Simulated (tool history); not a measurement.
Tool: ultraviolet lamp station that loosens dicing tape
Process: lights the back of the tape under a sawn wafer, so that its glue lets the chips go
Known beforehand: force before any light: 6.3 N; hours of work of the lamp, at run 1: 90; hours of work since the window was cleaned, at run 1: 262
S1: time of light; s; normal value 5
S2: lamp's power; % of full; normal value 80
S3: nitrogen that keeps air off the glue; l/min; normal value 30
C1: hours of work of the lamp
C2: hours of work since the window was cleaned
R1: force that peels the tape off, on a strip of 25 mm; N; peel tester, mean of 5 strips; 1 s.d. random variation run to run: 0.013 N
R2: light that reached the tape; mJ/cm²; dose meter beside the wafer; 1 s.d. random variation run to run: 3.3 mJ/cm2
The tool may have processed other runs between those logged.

| run | hour | S1 | S2 | S3 | C1 | C2 | R1 | R2 |
|---|---|---|---|---|---|---|---|---|
| 1 | 0.0 | 5 | 80 | 30 | 90 | 262 | 0.748 | 470 |
| 2 | 61.8 | 5 | 80 | 30 | 114 | 287 | 0.787 | 461 |
| 3 | 110.0 | 5 | 74 | 30 | 134 | 306 | 0.933 | 421 |
| 4 | 164.2 | 5 | 74 | 30 | 156 | 328 | 0.902 | 416 |
| 5 | 233.6 | 5 | 74 | 30 | 183 | 356 | 0.923 | 413 |
| 6 | 279.3 | 5 | 74 | 30 | 202 | 374 | 0.968 | 408 |
|  | 319.8 | window cleaned of glue's vapour |
| 7 | 331.3 | 5 | 74 | 30 | 223 | 5 | 0.818 | 444 |
| 8 | 377.7 | 5 | 74 | 30 | 241 | 23 | 0.861 | 446 |
| 9 | 425.4 | 5 | 74 | 30 | 260 | 42 | 0.833 | 440 |
| 10 | 491.2 | 5 | 74 | 30 | 287 | 69 | 0.836 | 428 |
| 11 | 567.9 | 5 | 74 | 30 | 318 | 100 | 0.907 | 423 |
| 12 | 637.9 | 5 | 74 | 30 | 346 | 128 | 0.914 | 414 |
| 13 | 709.0 | 5 | 74 | 30 | 374 | 156 | 0.977 | 419 |
| 14 | 774.5 | 5 | 80 | 30 | 401 | 183 | 0.868 | 434 |
| 15 | 818.1 | 5 | 80 | 30 | 418 | 200 | 0.880 | 430 |
| 16 | 862.0 | 5 | 80 | 30 | 436 | 218 | 0.873 | 431 |
| 17 | 896.4 | 5 | 80 | 30 | 450 | 232 | 0.872 | 419 |
| 18 | 959.1 | 5 | 80 | 30 | 475 | 257 | 0.894 | 418 |
| 19 | 1031.2 | 5 | 79 | 30 | 504 | 286 | 0.975 | 407 |
| 20 | 1104.5 | 5 | 80 | 45 | 533 | 315 | 0.808 | 400 |
| 21 | 1174.4 | 5 | 80 | 30 | 562 | 344 | 1.018 | 406 |
| 22 | 1246.8 | 5 | 80 | 30 | 591 | 373 | 0.992 | 395 |
|  | 1291.9 | window cleaned of glue's vapour |
| 23 | 1321.9 | 5 | 80 | 30 | 621 | 12 | 0.891 | 423 |
| 24 | 1372.3 | 4 | 81 | 30 | 641 | 32 | 1.296 | 343 |
| 25 | 1427.7 | 4 | 81 | 30 | 663 | 55 | 1.321 | 339 |
| 26 | 1464.2 | 4 | 89 | 25 | 678 | 69 | 1.258 | 364 |
| 27 | 1509.0 | 5 | 88 | 22 | 696 | 87 | 0.971 | 451 |
| 28 | 1582.3 | 3 | 88 | 30 | 725 | 117 | 1.735 | 267 |
| 29 | 1640.3 | 3 | 88 | 30 | 749 | 140 | 1.838 | 263 |
| 30 | 1687.6 | 2 | 75 | 30 | 768 | 159 | 3.110 | 147 |
| 31 | 1764.9 | 2 | 63 | 11 | 799 | 190 | 4.316 | 120 |
| 32 | 1802.6 | 2 | 63 | 11 | 814 | 205 | 4.137 | 120 |
| 33 | 1873.6 | 5 | 63 | 21 | 842 | 234 | 1.817 | 294 |
| 34 | 1919.6 | 5 | 63 | 21 | 861 | 252 | 1.839 | 292 |
| 35 | 1981.1 | 4 | 65 | 30 | 886 | 277 | 2.161 | 236 |
| 36 | 2042.5 | 2 | 80 | 34 | 910 | 302 | 3.051 | 142 |
| 37 | 2114.2 | 2 | 80 | 34 | 939 | 331 | 3.178 | 141 |
|  | 2179.0 | lamp changed |
| 38 | 2195.0 | 5 | 85 | 30 | 6 | 363 | 0.663 | 492 |
| 39 | 2250.1 | 4 | 62 | 47 | 29 | 385 | 1.358 | 285 |
|  | 2264.4 | window cleaned of glue's vapour |
| 40 | 2301.8 | 4 | 62 | 47 | 49 | 15 | 1.231 | 306 |
| 41 | 2339.4 | 4 | 62 | 47 | 64 | 30 | 1.278 | 310 |
| 42 | 2393.5 | 4 | 62 | 47 | 86 | 52 | 1.308 | 306 |
| 43 | 2434.9 | 4 | 72 | 47 | 103 | 69 | 1.016 | 349 |

Each row is a separate what-if for the run after 43, all from the same tool condition, not one after another. Results?
| A | 2489.9 | 2 | 95 | 47 | 125 | 91 | ? | ? |
| B | 2489.9 | 5 | 80 | 30 | 125 | 91 | ? | ? |
| C | 2489.9 | 8 | 72 | 47 | 125 | 91 | ? | ? |
| D | 2489.9 | 2 | 62 | 51 | 125 | 91 | ? | ? |

| run | R1 | R2 |
|---|---|---|
| A | 1.851 | 226 |
| B | 0.717 | 485 |
| C | 0.255 | 686 |
| D | 2.841 | 153 |
Had the tool no hidden state, the same runs would have come out as:
| run | R1 | R2 |
|---|---|---|
| A | 1.695 | 243 |
| B | 0.622 | 521 |
| C | 0.222 | 737 |
| D | 2.675 | 164 |
